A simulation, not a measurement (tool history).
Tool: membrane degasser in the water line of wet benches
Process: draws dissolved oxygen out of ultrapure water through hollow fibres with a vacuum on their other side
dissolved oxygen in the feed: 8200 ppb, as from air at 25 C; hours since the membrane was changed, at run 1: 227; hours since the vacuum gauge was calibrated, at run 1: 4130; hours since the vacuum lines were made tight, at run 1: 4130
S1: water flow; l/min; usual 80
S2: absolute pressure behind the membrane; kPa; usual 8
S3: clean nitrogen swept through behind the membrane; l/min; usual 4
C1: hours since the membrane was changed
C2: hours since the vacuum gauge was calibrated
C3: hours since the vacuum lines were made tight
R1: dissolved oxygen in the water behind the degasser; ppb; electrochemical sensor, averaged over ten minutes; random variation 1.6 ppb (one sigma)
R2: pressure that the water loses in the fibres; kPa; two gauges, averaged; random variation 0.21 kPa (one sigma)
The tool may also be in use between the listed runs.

{"run": 1, "day": 0.0, "S1": 80, "S2": 8, "S3": 4, "C1": 227, "C2": 4130, "C3": 4130, "R1": 235.1, "R2": 65.41}
{"run": 2, "day": 13.621, "S1": 80, "S2": 8, "S3": 4, "C1": 554, "C2": 4456, "C3": 4456, "R1": 231.9, "R2": 65.85}
{"run": 3, "day": 22.183, "S1": 80, "S2": 8, "S3": 4, "C1": 759, "C2": 4662, "C3": 4662, "R1": 235.6, "R2": 65.75}
{"run": 4, "day": 33.579, "S1": 80, "S2": 8, "S3": 4, "C1": 1033, "C2": 4935, "C3": 4935, "R1": 236.8, "R2": 65.68}
{"run": 5, "day": 43.125, "S1": 80, "S2": 8, "S3": 4, "C1": 1262, "C2": 5165, "C3": 5165, "R1": 236.8, "R2": 65.72}
{"run": 6, "day": 51.942, "S1": 80, "S2": 8, "S3": 4, "C1": 1473, "C2": 5376, "C3": 5376, "R1": 239.8, "R2": 66.07}
{"run": 7, "day": 60.496, "S1": 80, "S2": 8, "S3": 6.51, "C1": 1679, "C2": 5581, "C3": 5581, "R1": 155, "R2": 66.28}
{"run": 8, "day": 73.238, "S1": 80, "S2": 8, "S3": 6.51, "C1": 1985, "C2": 5887, "C3": 5887, "R1": 159, "R2": 66.55}
{"day": 82.421, "done": "vacuum gauge calibrated"}
{"run": 9, "day": 86.3, "S1": 80, "S2": 11.16, "S3": 6.51, "C1": 2297, "C2": 93, "C3": 6200, "R1": 230.5, "R2": 66.59}
{"day": 88.8, "done": "seals of the vacuum lines changed"}
{"run": 10, "day": 100.696, "S1": 80, "S2": 11.16, "S3": 6.51, "C1": 2641, "C2": 437, "C3": 286, "R1": 226.5, "R2": 66.73}
{"run": 11, "day": 110.438, "S1": 80, "S2": 11.16, "S3": 6.51, "C1": 2875, "C2": 670, "C3": 519, "R1": 228.2, "R2": 66.68}
{"run": 12, "day": 124.992, "S1": 80, "S2": 8, "S3": 4, "C1": 3224, "C2": 1020, "C3": 869, "R1": 217.7, "R2": 66.77}
{"run": 13, "day": 138.217, "S1": 80, "S2": 8, "S3": 4, "C1": 3542, "C2": 1337, "C3": 1186, "R1": 220.7, "R2": 66.92}
{"run": 14, "day": 148.608, "S1": 80, "S2": 8, "S3": 4, "C1": 3791, "C2": 1586, "C3": 1435, "R1": 222.8, "R2": 66.78}
{"run": 15, "day": 156.604, "S1": 80, "S2": 8, "S3": 4, "C1": 3983, "C2": 1778, "C3": 1627, "R1": 219.8, "R2": 67.08}
{"run": 16, "day": 167.212, "S1": 80, "S2": 8, "S3": 4, "C1": 4237, "C2": 2033, "C3": 1882, "R1": 218.1, "R2": 67.07}
{"run": 17, "day": 180.746, "S1": 80, "S2": 8, "S3": 4, "C1": 4562, "C2": 2358, "C3": 2207, "R1": 224, "R2": 67.73}
{"run": 18, "day": 192.479, "S1": 52, "S2": 8, "S3": 2.46, "C1": 4844, "C2": 2639, "C3": 2488, "R1": 231.7, "R2": 43.77}
{"run": 19, "day": 199.592, "S1": 52, "S2": 8, "S3": 2.46, "C1": 5015, "C2": 2810, "C3": 2659, "R1": 229.7, "R2": 43.4}
{"run": 20, "day": 208.896, "S1": 124, "S2": 5.97, "S3": 1.98, "C1": 5238, "C2": 3033, "C3": 2882, "R1": 351.7, "R2": 104.69}
{"run": 21, "day": 220.842, "S1": 54, "S2": 9.74, "S3": 1.98, "C1": 5525, "C2": 3320, "C3": 3169, "R1": 386.3, "R2": 45.69}
{"run": 22, "day": 234.092, "S1": 80, "S2": 6.58, "S3": 1.69, "C1": 5843, "C2": 3638, "C3": 3487, "R1": 337.8, "R2": 67.57}
{"run": 23, "day": 249.008, "S1": 107, "S2": 12.53, "S3": 2.39, "C1": 6200, "C2": 3996, "C3": 3845, "R1": 799.9, "R2": 90.34}
{"run": 24, "day": 263.575, "S1": 82, "S2": 12.53, "S3": 7.77, "C1": 6550, "C2": 4346, "C3": 4195, "R1": 243.9, "R2": 69.53}
{"run": 25, "day": 272.158, "S1": 82, "S2": 12.53, "S3": 7.77, "C1": 6756, "C2": 4552, "C3": 4401, "R1": 244.9, "R2": 69.68}
{"run": 26, "day": 283.2, "S1": 88, "S2": 7.3, "S3": 3.21, "C1": 7021, "C2": 4817, "C3": 4666, "R1": 266.6, "R2": 75.04}
{"run": 27, "day": 294.925, "S1": 80, "S2": 8, "S3": 4.31, "C1": 7303, "C2": 5098, "C3": 4947, "R1": 223.5, "R2": 68.11}
{"run": 28, "day": 302.004, "S1": 113, "S2": 8.5, "S3": 8.7, "C1": 7472, "C2": 5268, "C3": 5117, "R1": 186.2, "R2": 96.78}
{"run": 29, "day": 309.388, "S1": 57, "S2": 11.21, "S3": 5.42, "C1": 7650, "C2": 5445, "C3": 5294, "R1": 210, "R2": 48.41}
{"run": 30, "day": 317.454, "S1": 60, "S2": 8.71, "S3": 5.42, "C1": 7843, "C2": 5639, "C3": 5488, "R1": 157.3, "R2": 51.33}
{"run": 31, "day": 330.908, "S1": 60, "S2": 8.71, "S3": 5.42, "C1": 8166, "C2": 5962, "C3": 5811, "R1": 160.3, "R2": 51.38}

Measured less the same run without the tool's hidden state. The same run-to-run variation is in both; the gauge's scatter may not be:
The hidden state here: membrane still open, %; true pressure behind the membrane over the reading, kPa; air that leaks in behind the membrane, l/min; drift of the gauge itself on oxygen_ppb, %; drift of the gauge itself on loss_of_pressure_kpa, %.
run=1 R1=+19.8 R2=+0.07
run=2 R1=+21 R2=+0.2
run=3 R1=+22.2 R2=+0.27
run=4 R1=+23.5 R2=+0.38
run=5 R1=+24.4 R2=+0.46
run=6 R1=+25.8 R2=+0.53
run=7 R1=+17.5 R2=+0.59
run=8 R1=+18.8 R2=+0.71
run=9 R1=+1.7 R2=+0.82
run=10 R1=+1.1 R2=+0.93
run=11 R1=+2 R2=+1.03
run=12 R1=+4.3 R2=+1.15
run=13 R1=+5.7 R2=+1.26
run=14 R1=+6.9 R2=+1.33
run=15 R1=+7.8 R2=+1.41
run=16 R1=+8.8 R2=+1.5
run=17 R1=+10.4 R2=+1.62
run=18 R1=+11.8 R2=+1.12
run=19 R1=+12.5 R2=+1.16
run=20 R1=+32.4 R2=+2.88
run=21 R1=+18.2 R2=+1.33
run=22 R1=+30.8 R2=+2.08
run=23 R1=+30.9 R2=+2.96
run=24 R1=+12.5 R2=+2.41
run=25 R1=+13.1 R2=+2.49
run=26 R1=+28.1 R2=+2.79
run=27 R1=+22.2 R2=+2.62
run=28 R1=+18.7 R2=+3.82
run=29 R1=+15.1 R2=+1.96
run=30 R1=+15.9 R2=+2.12
run=31 R1=+17.1 R2=+2.21
